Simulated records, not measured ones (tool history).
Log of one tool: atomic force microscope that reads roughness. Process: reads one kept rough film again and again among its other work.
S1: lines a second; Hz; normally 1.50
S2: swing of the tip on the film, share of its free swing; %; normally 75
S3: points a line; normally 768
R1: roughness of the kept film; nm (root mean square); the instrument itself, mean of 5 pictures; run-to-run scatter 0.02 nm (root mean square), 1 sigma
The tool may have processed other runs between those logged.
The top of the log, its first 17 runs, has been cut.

| run | day | S1 | S2 | S3 | R1 |
|---|---|---|---|---|---|
|  | 22.046 | new tip fitted |
| 18 | 22.212 | 1.50 | 75 | 768 | 4.737 |
| 19 | 23.838 | 1.50 | 89 | 768 | 4.207 |
| 20 | 24.842 | 0.79 | 61 | 645 | 4.556 |
|  | 24.971 | new tip fitted |
| 21 | 25.712 | 1.50 | 58 | 313 | 4.845 |
| 22 | 26.975 | 1.36 | 81 | 1006 | 4.365 |
|  | 27.921 | new tip fitted |
| 23 | 28.000 | 1.36 | 87 | 532 | 4.560 |
| 24 | 29.450 | 1.25 | 87 | 441 | 4.353 |
| 25 | 30.375 | 1.43 | 75 | 322 | 4.377 |
|  | 30.862 | new tip fitted |
| 26 | 32.050 | 1.43 | 69 | 403 | 4.630 |
| 27 | 33.500 | 1.43 | 69 | 403 | 4.446 |
|  | 33.846 | new tip fitted |
| 28 | 34.367 | 1.43 | 69 | 403 | 4.820 |
| 29 | 35.567 | 0.70 | 89 | 280 | 4.490 |
| 30 | 36.546 | 2.61 | 82 | 545 | 3.941 |
|  | 36.829 | new tip fitted |
| 31 | 38.304 | 2.61 | 82 | 545 | 4.150 |
| 32 | 39.096 | 2.61 | 82 | 545 | 4.040 |
|  | 39.821 | new tip fitted |
| 33 | 40.892 | 3.08 | 89 | 441 | 3.791 |
| 34 | 42.379 | 3.08 | 89 | 441 | 3.621 |

4 options for the next run, each taken on its own from the tool as it stands now. Forecast them:
|  | 42.875 | new tip fitted |
| A | 43.300 | 0.57 | 72 | 559 | ? |
|  | 42.875 | new tip fitted |
| B | 43.300 | 2.92 | 75 | 714 | ? |
|  | 42.875 | new tip fitted |
| C | 43.300 | 1.99 | 89 | 307 | ? |
|  | 42.875 | new tip fitted |
| D | 43.300 | 0.64 | 59 | 926 | ? |

| run | R1 |
|---|---|
| A | 4.921 |
| B | 4.438 |
| C | 4.253 |
| D | 4.998 |
Had the tool no hidden state, the same runs would have come out as:
| run | R1 |
|---|---|
| A | 5.034 |
| B | 4.540 |
| C | 4.350 |
| D | 5.113 |
